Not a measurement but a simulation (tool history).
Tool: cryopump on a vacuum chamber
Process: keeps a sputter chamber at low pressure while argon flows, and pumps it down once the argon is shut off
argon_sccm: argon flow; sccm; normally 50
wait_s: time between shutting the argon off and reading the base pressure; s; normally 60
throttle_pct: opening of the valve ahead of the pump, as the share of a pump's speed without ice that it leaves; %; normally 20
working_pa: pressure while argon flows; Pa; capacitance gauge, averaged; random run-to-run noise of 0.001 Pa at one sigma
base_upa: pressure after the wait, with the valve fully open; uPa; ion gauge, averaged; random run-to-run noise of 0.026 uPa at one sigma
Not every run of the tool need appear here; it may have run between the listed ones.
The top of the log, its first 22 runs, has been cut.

run     day  argon_sccm  wait_s  throttle_pct  hours of work since the pump was warmed up and emptied  hours of work since the cold head was overhauled  hours of work since the chamber's fittings were tightened  working_pa  base_upa
 23  31.679          50      72            24                                                     406                                               877                                                       1394      0.1977      2.23
 24  32.771          27      78            20                                                     417                                               888                                                       1405      0.1276      2.18
 25  34.450          27     105            50                                                     434                                               905                                                       1422      0.0564      2.00
 26  36.133          27     105            50                                                     451                                               922                                                       1439      0.0569      2.06
     37.300  -- pump warmed up, emptied and cooled again
 27  38.050          27     105            50                                                       8                                               940                                                       1456      0.0473      1.62
 28  39.546          49      74            16                                                      23                                               955                                                       1472      0.2703      1.89
 29  41.271          50      36            20                                                      40                                               973                                                       1489      0.2202      2.62
 30  42.592          25      37            18                                                      54                                               986                                                       1503      0.1228      2.70
 31  44.558          23      26            20                                                      74                                              1006                                                       1523      0.1014      3.35
 32  46.158          82     242            23                                                      90                                              1022                                                       1539      0.3166      1.44
 33  47.804          82     242            23                                                     107                                              1039                                                       1556      0.3175      1.51
 34  49.396          82     242            23                                                     123                                              1055                                                       1572      0.3158      1.57
 35  51.350          82     140            35                                                     143                                              1075                                                       1592      0.2132      1.70

Alternative continuations, all from the tool just after run 35; predict every row:
  A  53.242          39      35            20                                                     162                                              1095                                                       1611           ?         ?
  B  53.242          39      60            20                                                     162                                              1095                                                       1611           ?         ?
  C  53.242          82     140            36                                                     162                                              1095                                                       1611           ?         ?

run  working_pa  base_upa
  A      0.1753      2.95
  B      0.1739      2.26
  C      0.2080      1.75
Had the tool no hidden state, the same runs would have come out as:
run  working_pa  base_upa
  A      0.1710      1.77
  B      0.1697      1.08
  C      0.1991      0.58
